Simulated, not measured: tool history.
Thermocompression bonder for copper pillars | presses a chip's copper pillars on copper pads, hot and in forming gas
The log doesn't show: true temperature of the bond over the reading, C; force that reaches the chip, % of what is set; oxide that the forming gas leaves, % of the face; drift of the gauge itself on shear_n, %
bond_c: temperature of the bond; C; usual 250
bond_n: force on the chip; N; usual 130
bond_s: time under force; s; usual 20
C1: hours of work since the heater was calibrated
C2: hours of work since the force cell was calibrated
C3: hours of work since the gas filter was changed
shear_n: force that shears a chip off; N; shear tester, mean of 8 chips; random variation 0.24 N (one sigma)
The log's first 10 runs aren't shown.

Run 11, day 24.500: usual settings but bond_s 37 s; C1 181; C2 1191; C3 178. Result: shear_n 76.9 N.
Run 12, day 26.067: usual settings; C1 205; C2 1215; C3 202. Result: shear_n 61.7 N.
Run 13, day 29.054: usual settings but bond_n 172 N; C1 252; C2 1262; C3 249. Result: shear_n 79.8 N.
Run 14, day 32.054: usual settings but bond_n 172 N; C1 299; C2 1309; C3 296. Result: shear_n 80.0 N.
Run 15, day 34.433: usual settings but bond_n 113 N; C1 337; C2 1347; C3 333. Result: shear_n 53.4 N.
Run 16, day 36.658: usual settings but bond_n 113 N; C1 371; C2 1381; C3 368. Result: shear_n 53.1 N.
At day 39.083: forming gas filter changed.
Run 17, day 39.300: usual settings but bond_n 113 N; C1 413; C2 1423; C3 3. Result: shear_n 53.4 N.
Run 18, day 42.042: usual settings but bond_n 113 N; C1 456; C2 1466; C3 46. Result: shear_n 53.1 N.
Run 19, day 45.054: usual settings but bond_n 113 N; C1 503; C2 1513; C3 94. Result: shear_n 53.0 N.
Run 20, day 47.933: usual settings but bond_n 116 N; C1 548; C2 1558; C3 139. Result: shear_n 55.2 N.
Run 21, day 49.888: usual settings but bond_s 28 s; C1 579; C2 1589; C3 169. Result: shear_n 69.1 N.
Run 22, day 53.054: usual settings but bond_s 37 s; C1 628; C2 1638; C3 219. Result: shear_n 76.3 N.
Run 23, day 56.450: usual settings but bond_s 37 s; C1 681; C2 1691; C3 272. Result: shear_n 76.2 N.
Run 24, day 58.604: usual settings but bond_c 277 C; C1 715; C2 1725; C3 306. Result: shear_n 91.0 N.
Run 25, day 60.671: usual settings but bond_c 268 C, bond_n 107 N, bond_s 41 s; C1 748; C2 1758; C3 339. Result: shear_n 85.9 N.
Run 26, day 63.992: usual settings but bond_c 229 C, bond_n 178 N, bond_s 16 s; C1 800; C2 1810; C3 391. Result: shear_n 52.5 N.
At day 64.883: forming gas filter changed.
Run 27, day 67.271: usual settings but bond_c 273 C; C1 851; C2 1861; C3 37. Result: shear_n 85.5 N.
Run 28, day 69.096: usual settings but bond_c 229 C, bond_s 43 s; C1 879; C2 1889; C3 66. Result: shear_n 55.9 N.
Run 29, day 70.912: usual settings but bond_n 95 N, bond_s 35 s; C1 908; C2 1918; C3 95. Result: shear_n 55.2 N.
At day 73.762: gauge calibrated.
Run 30, day 74.242: usual settings but bond_n 95 N, bond_s 35 s; C1 960; C2 1970; C3 147. Result: shear_n 57.0 N.
At day 76.879: force cell calibrated.
Run 31, day 77.242: usual settings but bond_n 95 N, bond_s 35 s; C1 1006; C2 6; C3 193. Result: shear_n 56.5 N.
Run 32, day 79.371: usual settings but bond_c 249 C, bond_n 102 N, bond_s 35 s; C1 1040; C2 39; C3 226. Result: shear_n 59.6 N.

The next listed run, before its measurement:
Run 33, day 81.079: usual settings but bond_c 249 C, bond_n 102 N, bond_s 35 s; C1 1066; C2 66; C3 253. Result: shear_n ?.

shear_n: 59.3 N
Without the tool's hidden state the same run would have given shear_n 59.5 N.
